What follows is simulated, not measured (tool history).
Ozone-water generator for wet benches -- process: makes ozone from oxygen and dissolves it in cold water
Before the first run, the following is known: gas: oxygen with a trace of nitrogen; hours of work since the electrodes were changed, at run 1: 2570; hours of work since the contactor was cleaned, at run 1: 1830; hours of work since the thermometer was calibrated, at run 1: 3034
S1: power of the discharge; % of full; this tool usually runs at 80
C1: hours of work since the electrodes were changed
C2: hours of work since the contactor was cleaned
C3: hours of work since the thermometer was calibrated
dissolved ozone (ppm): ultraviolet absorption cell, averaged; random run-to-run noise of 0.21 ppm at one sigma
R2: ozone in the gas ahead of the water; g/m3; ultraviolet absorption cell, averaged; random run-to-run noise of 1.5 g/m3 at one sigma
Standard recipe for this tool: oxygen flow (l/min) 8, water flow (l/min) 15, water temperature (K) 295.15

run 1 day=0 | S1=80 oxygen_flow_(l/min)=8 water_flow_(l/min)=15 water_temperature_(K)=295.15 | C1=2570 C2=1830 C3=3034 | dissolved_ozone_(ppm)=31.3 R2=274.1
run 2 day=3.4 | S1=80 oxygen_flow_(l/min)=8 water_flow_(l/min)=15 water_temperature_(K)=295.15 | C1=2623 C2=1883 C3=3087 | dissolved_ozone_(ppm)=30.9 R2=273.5
run 3 day=10.738 | S1=80 oxygen_flow_(l/min)=8 water_flow_(l/min)=15 water_temperature_(K)=295.15 | C1=2739 C2=1999 C3=3203 | dissolved_ozone_(ppm)=30.8 R2=274.9
run 4 day=15.933 | S1=80 oxygen_flow_(l/min)=8 water_flow_(l/min)=15 water_temperature_(K)=295.15 | C1=2821 C2=2081 C3=3285 | dissolved_ozone_(ppm)=31 R2=277.7
run 5 day=19.012 | S1=80 oxygen_flow_(l/min)=8 water_flow_(l/min)=15 water_temperature_(K)=295.15 | C1=2870 C2=2130 C3=3334 | dissolved_ozone_(ppm)=31.2 R2=270.4
run 6 day=26.196 | S1=80 oxygen_flow_(l/min)=8 water_flow_(l/min)=15 water_temperature_(K)=295.15 | C1=2983 C2=2243 C3=3447 | dissolved_ozone_(ppm)=30.5 R2=274.1
run 7 day=32.171 | S1=80 oxygen_flow_(l/min)=8 water_flow_(l/min)=15 water_temperature_(K)=295.15 | C1=3078 C2=2338 C3=3541 | dissolved_ozone_(ppm)=30.9 R2=272.1
run 8 day=37.796 | S1=80 oxygen_flow_(l/min)=8 water_flow_(l/min)=19 water_temperature_(K)=295.15 | C1=3166 C2=2426 C3=3630 | dissolved_ozone_(ppm)=25.1 R2=272
run 9 day=40.788 | S1=80 oxygen_flow_(l/min)=8 water_flow_(l/min)=19 water_temperature_(K)=295.15 | C1=3213 C2=2474 C3=3677 | dissolved_ozone_(ppm)=25.2 R2=268.8
run 10 day=45.796 | S1=80 oxygen_flow_(l/min)=6.35 water_flow_(l/min)=15 water_temperature_(K)=295.15 | C1=3293 C2=2553 C3=3756 | dissolved_ozone_(ppm)=30.8 R2=298.5
run 11 day=52.196 | S1=80 oxygen_flow_(l/min)=6.35 water_flow_(l/min)=14 water_temperature_(K)=295.15 | C1=3394 C2=2654 C3=3857 | dissolved_ozone_(ppm)=33.2 R2=297.3
run 12 day=55.438 | S1=80 oxygen_flow_(l/min)=8 water_flow_(l/min)=15 water_temperature_(K)=295.15 | C1=3445 C2=2705 C3=3909 | dissolved_ozone_(ppm)=31 R2=272.9
run 13 day=61.85 | S1=80 oxygen_flow_(l/min)=8 water_flow_(l/min)=15 water_temperature_(K)=295.15 | C1=3546 C2=2806 C3=4010 | dissolved_ozone_(ppm)=31.2 R2=270
run 14 day=67.275 | S1=80 oxygen_flow_(l/min)=12.2 water_flow_(l/min)=15 water_temperature_(K)=295.15 | C1=3632 C2=2892 C3=4095 | dissolved_ozone_(ppm)=29.9 R2=229.4
run 15 day=74.225 | S1=97 oxygen_flow_(l/min)=12.59 water_flow_(l/min)=14 water_temperature_(K)=302.15 | C1=3741 C2=3001 C3=4205 | dissolved_ozone_(ppm)=29 R2=249.6
run 16 day=79.233 | S1=80 oxygen_flow_(l/min)=8 water_flow_(l/min)=11 water_temperature_(K)=300.15 | C1=3820 C2=3080 C3=4284 | dissolved_ozone_(ppm)=35 R2=271.2
-- day=82.154 contactor cleaned
run 17 day=85.854 | S1=80 oxygen_flow_(l/min)=5.25 water_flow_(l/min)=15 water_temperature_(K)=289.15 | C1=3922 C2=58 C3=4386 | dissolved_ozone_(ppm)=33.9 R2=315.9
run 18 day=89.783 | S1=80 oxygen_flow_(l/min)=5.25 water_flow_(l/min)=15 water_temperature_(K)=289.15 | C1=3984 C2=120 C3=4448 | dissolved_ozone_(ppm)=34 R2=316.8
run 19 day=95.538 | S1=80 oxygen_flow_(l/min)=5.25 water_flow_(l/min)=15 water_temperature_(K)=289.15 | C1=4075 C2=211 C3=4539 | dissolved_ozone_(ppm)=33.8 R2=316.5
run 20 day=99.383 | S1=80 oxygen_flow_(l/min)=5.25 water_flow_(l/min)=15 water_temperature_(K)=289.15 | C1=4136 C2=272 C3=4600 | dissolved_ozone_(ppm)=34.2 R2=314.1
run 21 day=103.312 | S1=80 oxygen_flow_(l/min)=13.53 water_flow_(l/min)=15 water_temperature_(K)=289.15 | C1=4198 C2=334 C3=4662 | dissolved_ozone_(ppm)=33.8 R2=221.5
run 22 day=109.196 | S1=80 oxygen_flow_(l/min)=13.53 water_flow_(l/min)=12 water_temperature_(K)=289.15 | C1=4291 C2=427 C3=4754 | dissolved_ozone_(ppm)=40.2 R2=221.1
run 23 day=113.238 | S1=41 oxygen_flow_(l/min)=8.74 water_flow_(l/min)=14 water_temperature_(K)=298.15 | C1=4354 C2=491 C3=4818 | dissolved_ozone_(ppm)=22.1 R2=186.1
run 24 day=120.488 | S1=80 oxygen_flow_(l/min)=8 water_flow_(l/min)=15 water_temperature_(K)=292.15 | C1=4469 C2=605 C3=4933 | dissolved_ozone_(ppm)=33 R2=267.7
run 25 day=124.554 | S1=80 oxygen_flow_(l/min)=8 water_flow_(l/min)=15 water_temperature_(K)=292.15 | C1=4533 C2=669 C3=4997 | dissolved_ozone_(ppm)=32.8 R2=267.2

Same runs, no hidden state in the tool, same run-to-run variation:
Unlogged tool condition in this case: yield of the discharge, % of new electrodes'; contactor's efficiency, % of a clean one's; true water temperature over the reading, C; drift of the gauge itself on ozone_ppm, %; drift of the gauge itself on gas_g_m3, %.
run=1 R2=274.5
run=2 R2=274.2
run=3 R2=275.9
run=4 R2=279
run=5 R2=271.7
run=6 R2=275.8
run=7 R2=274.1
run=8 R2=274.3
run=9 R2=271.2
run=10 R2=301.5
run=11 R2=300.5
run=12 R2=276
run=13 R2=273.4
run=14 R2=232.6
run=15 R2=253.3
run=16 R2=275.5
run=17 R2=321.3
run=18 R2=322.4
run=19 R2=322.4
run=20 R2=320.2
run=21 R2=226
run=22 R2=225.8
run=23 R2=190
run=24 R2=273.9
run=25 R2=273.6
dissolved ozone (ppm): at most 0.2 away from the measurement, every run.
